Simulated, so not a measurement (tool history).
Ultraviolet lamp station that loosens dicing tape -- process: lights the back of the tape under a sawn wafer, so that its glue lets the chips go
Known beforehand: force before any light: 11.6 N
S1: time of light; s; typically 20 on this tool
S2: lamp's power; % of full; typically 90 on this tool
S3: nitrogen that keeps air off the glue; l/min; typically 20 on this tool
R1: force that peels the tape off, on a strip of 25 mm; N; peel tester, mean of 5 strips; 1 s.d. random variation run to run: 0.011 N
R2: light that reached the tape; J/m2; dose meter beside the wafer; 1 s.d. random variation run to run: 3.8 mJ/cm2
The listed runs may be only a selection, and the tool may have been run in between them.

run,day,S1,S2,S3,R1,R2
1,0.000,20,90,20,0.480,6340
2,3.475,20,90,20,0.486,6370
3,6.300,20,90,20,0.483,6400
4,9.950,20,90,20,0.515,6360
5,12.654,11,90,20,1.988,3490
6,16.367,20,90,20,0.493,6390
7,18.021,20,90,20,0.496,6430
8,21.679,20,90,20,0.492,6400
9,24.325,20,90,20,0.495,6390
10,26.288,20,90,16,0.597,6340
# day 27.671: window cleaned of glue's vapour
11,29.292,20,90,16,0.594,6410
12,31.292,20,90,16,0.608,6400
13,34.175,20,90,16,0.604,6420
14,37.021,20,90,16,0.602,6370
15,38.850,20,90,16,0.625,6390
16,42.150,20,88,20,0.537,6260
17,44.929,28,95,6,0.559,9360
18,47.088,28,95,6,0.545,9420
19,48.625,19,90,17,0.660,6020
20,52.183,24,79,6,1.217,6710
21,54.467,18,90,6,1.726,5820
# day 56.046: lamp changed
22,56.592,18,96,26,0.442,6160
# day 59.462: window cleaned of glue's vapour
23,59.612,12,90,20,1.688,3880
24,61.375,17,82,20,0.965,5000
25,63.875,28,74,20,0.332,7340
26,66.671,28,74,20,0.332,7310
27,68.296,20,69,20,0.999,4870

Run 28 comes next. What will it give?
28,70.917,20,69,20,?,?

R1: 0.959 N
R2: 4910 J/m2
On a tool with no hidden condition, and with the same random variation, this run would have come out at R1 0.957 N, R2 4910 J/m2.
